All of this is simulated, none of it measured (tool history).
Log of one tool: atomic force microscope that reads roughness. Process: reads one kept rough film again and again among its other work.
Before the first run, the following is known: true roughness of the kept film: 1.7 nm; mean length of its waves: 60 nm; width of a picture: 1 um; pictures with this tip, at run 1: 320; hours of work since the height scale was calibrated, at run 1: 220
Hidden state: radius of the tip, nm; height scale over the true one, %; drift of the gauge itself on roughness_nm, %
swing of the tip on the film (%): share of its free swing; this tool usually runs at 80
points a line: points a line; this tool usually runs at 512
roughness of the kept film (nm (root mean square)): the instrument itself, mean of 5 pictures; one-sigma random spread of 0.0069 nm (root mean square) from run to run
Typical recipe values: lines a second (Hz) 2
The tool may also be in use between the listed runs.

run    day  lines a second (Hz)  swing of the tip on the film (%)  points a line  pictures with this tip  hours of work since the height scale was calibrated  roughness of the kept film (nm (root mean square))
  1      0                    2                                80            512                     320                                                  220                                               1.402
  2  0.246                    2                                80            512                     329                                                  225                                               1.362
  3  0.558                    2                                81            512                     341                                                  231                                               1.372
     0.742  -- new tip fitted
  4  0.971                    2                                81            565                       9                                                  238                                               1.391
  5  1.412                    2                                80            512                      26                                                  247                                               1.399
  6  1.867                    2                                80            512                      43                                                  255                                               1.406
  7  2.279                    2                                80            512                      59                                                  263                                                1.41
  8  2.571                    2                                80            570                      70                                                  269                                               1.401
  9  2.817                 1.54                                80            570                      80                                                  273                                                1.45
 10  3.004                 1.54                                80            570                      87                                                  277                                               1.446
 11  3.188                 1.54                                80            570                      94                                                  280                                               1.445
 12  3.638                 1.54                                80            570                     111                                                  289                                               1.446
 13  4.029                 1.54                                80            570                     126                                                  297                                               1.453
 14  4.283                 3.56                                62            386                     136                                                  301                                               1.476
 15  4.633                 3.56                                62            386                     150                                                  308                                               1.473
 16  5.038                 1.62                                65            840                     165                                                  316                                               1.557
 17  5.371                 1.62                                65            840                     178                                                  322                                                1.55
 18  5.588                 1.01                                57            590                     186                                                  326                                               1.612
 19  5.804                 1.01                                57            590                     195                                                  330                                               1.613
 20  6.104                 1.01                                57            590                     206                                                  336                                               1.619
 21  6.288                 1.01                                57            590                     213                                                  340                                               1.615
 22  6.517                 1.37                                64            274                     222                                                  344                                               1.566
 23  6.958                 1.37                                64            274                     239                                                  352                                               1.561
 24  7.192                  0.9                                69            512                     248                                                  357                                               1.582
 25  7.392                  0.9                                69            512                     255                                                  361                                                1.57

Branching from run 25: 3 alternative next runs. What would each branch give?
  A  7.604                 1.07                                66            948                     263                                                  365                                                   ?
  B  7.604                    2                                80            600                     263                                                  365                                                   ?
  C  7.604                 2.77                                87            340                     263                                                  365                                                   ?

run  roughness of the kept film (nm (root mean square))
  A                                               1.579
  B                                               1.389
  C                                               1.195
Had the tool no hidden state, the same runs would have come out as:
run  roughness of the kept film (nm (root mean square))
  A                                               1.604
  B                                               1.411
  C                                               1.213
